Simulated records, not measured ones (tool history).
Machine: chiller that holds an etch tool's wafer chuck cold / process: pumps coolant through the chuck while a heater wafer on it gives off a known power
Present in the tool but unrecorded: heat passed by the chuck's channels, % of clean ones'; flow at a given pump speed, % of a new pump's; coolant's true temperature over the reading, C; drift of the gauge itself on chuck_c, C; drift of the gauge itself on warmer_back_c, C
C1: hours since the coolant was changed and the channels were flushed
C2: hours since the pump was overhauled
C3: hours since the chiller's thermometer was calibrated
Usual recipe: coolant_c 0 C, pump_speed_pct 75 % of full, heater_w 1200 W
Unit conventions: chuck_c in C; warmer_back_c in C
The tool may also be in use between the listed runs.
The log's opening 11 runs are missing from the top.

Run 12, hour 388.8: usual settings but coolant_c 7 C, heater_w 1746 W; C1 854; C2 1343; C3 970. Result: chuck_c 19.1 C, warmer_back_c 4.63 C.
Run 13, hour 422.3: usual settings but coolant_c 7 C, heater_w 1746 W; C1 888; C2 1377; C3 1003. Result: chuck_c 18.9 C, warmer_back_c 4.70 C.
Run 14, hour 466.6: usual settings; C1 932; C2 1421; C3 1048. Result: chuck_c 8.2 C, warmer_back_c 3.19 C.
Run 15, hour 487.0: usual settings; C1 952; C2 1441; C3 1068. Result: chuck_c 8.3 C, warmer_back_c 3.20 C.
Run 16, hour 522.2: usual settings but coolant_c 6 C; C1 988; C2 1477; C3 1103. Result: chuck_c 14.4 C, warmer_back_c 3.21 C.
Run 17, hour 566.0: usual settings but coolant_c 9 C, pump_speed_pct 93 % of full; C1 1031; C2 1520; C3 1147. Result: chuck_c 16.2 C, warmer_back_c 2.54 C.
Run 18, hour 590.4: usual settings but coolant_c 9 C, pump_speed_pct 93 % of full; C1 1056; C2 1545; C3 1171. Result: chuck_c 16.2 C, warmer_back_c 2.50 C.
Run 19, hour 623.0: usual settings but coolant_c -1 C, heater_w 1562 W; C1 1088; C2 1577; C3 1204. Result: chuck_c 9.9 C, warmer_back_c 4.17 C.
Run 20, hour 652.2: usual settings but coolant_c -1 C, heater_w 1562 W; C1 1118; C2 1607; C3 1233. Result: chuck_c 10.0 C, warmer_back_c 4.21 C.
Run 21, hour 698.3: usual settings but coolant_c -1 C, pump_speed_pct 99 % of full, heater_w 819 W; C1 1164; C2 1653; C3 1279. Result: chuck_c 3.9 C, warmer_back_c 1.63 C.
Run 22, hour 738.6: usual settings but coolant_c -1 C, pump_speed_pct 64 % of full, heater_w 779 W; C1 1204; C2 1693; C3 1320. Result: chuck_c 5.1 C, warmer_back_c 2.52 C.
At hour 743.9: chiller's thermometer calibrated.
Run 23, hour 772.8: usual settings but coolant_c -1 C, pump_speed_pct 64 % of full, heater_w 779 W; C1 1237; C2 1726; C3 29. Result: chuck_c 5.1 C, warmer_back_c 2.50 C.
Run 24, hour 805.2: usual settings but coolant_c -5 C, pump_speed_pct 82 % of full; C1 1270; C2 1759; C3 61. Result: chuck_c 2.9 C, warmer_back_c 2.93 C.
Run 25, hour 838.6: usual settings but heater_w 1185 W; C1 1303; C2 1792; C3 95. Result: chuck_c 8.4 C, warmer_back_c 3.21 C.
Run 26, hour 875.0: usual settings but heater_w 1185 W; C1 1339; C2 1828; C3 131. Result: chuck_c 8.5 C, warmer_back_c 3.22 C.
At hour 880.0: chiller's thermometer calibrated, once more.
Run 27, hour 905.6: usual settings but heater_w 1185 W; C1 1369; C2 1858; C3 26. Result: chuck_c 8.4 C, warmer_back_c 3.23 C.
Run 28, hour 938.4: usual settings but coolant_c -8 C, pump_speed_pct 78 % of full, heater_w 749 W; C1 1402; C2 1891; C3 58. Result: chuck_c -2.8 C, warmer_back_c 1.94 C.
Run 29, hour 969.0: usual settings but coolant_c -8 C, pump_speed_pct 78 % of full, heater_w 749 W; C1 1432; C2 1921; C3 89. Result: chuck_c -2.7 C, warmer_back_c 1.95 C.
Run 30, hour 1013.0: usual settings but coolant_c -8 C, pump_speed_pct 78 % of full, heater_w 749 W; C1 1476; C2 1965; C3 133. Result: chuck_c -2.7 C, warmer_back_c 1.94 C.
Run 31, hour 1052.1: usual settings but coolant_c -8 C, pump_speed_pct 78 % of full, heater_w 749 W; C1 1515; C2 2004; C3 172. Result: chuck_c -2.6 C, warmer_back_c 1.98 C.

What if the next run were any one of these 3? Each begins from the tool's condition after run 31:
Run A, hour 1091.1: usual settings but coolant_c -8 C, pump_speed_pct 78 % of full, heater_w 1023 W; C1 1554; C2 2043; C3 211. Result: chuck_c ?, warmer_back_c ?.
Run B, hour 1091.1: usual settings but heater_w 645 W; C1 1554; C2 2043; C3 211. Result: chuck_c ?, warmer_back_c ?.
Run C, hour 1091.1: usual settings but coolant_c -8 C, pump_speed_pct 78 % of full, heater_w 1033 W; C1 1554; C2 2043; C3 211. Result: chuck_c ?, warmer_back_c ?.

run  chuck_c  warmer_back_c
  A     -0.7           2.67
  B      4.7           1.76
  C     -0.6           2.70
What these runs would have given with no unlogged condition in the tool:
run  chuck_c  warmer_back_c
  A     -1.5           2.57
  B      4.1           1.70
  C     -1.5           2.60
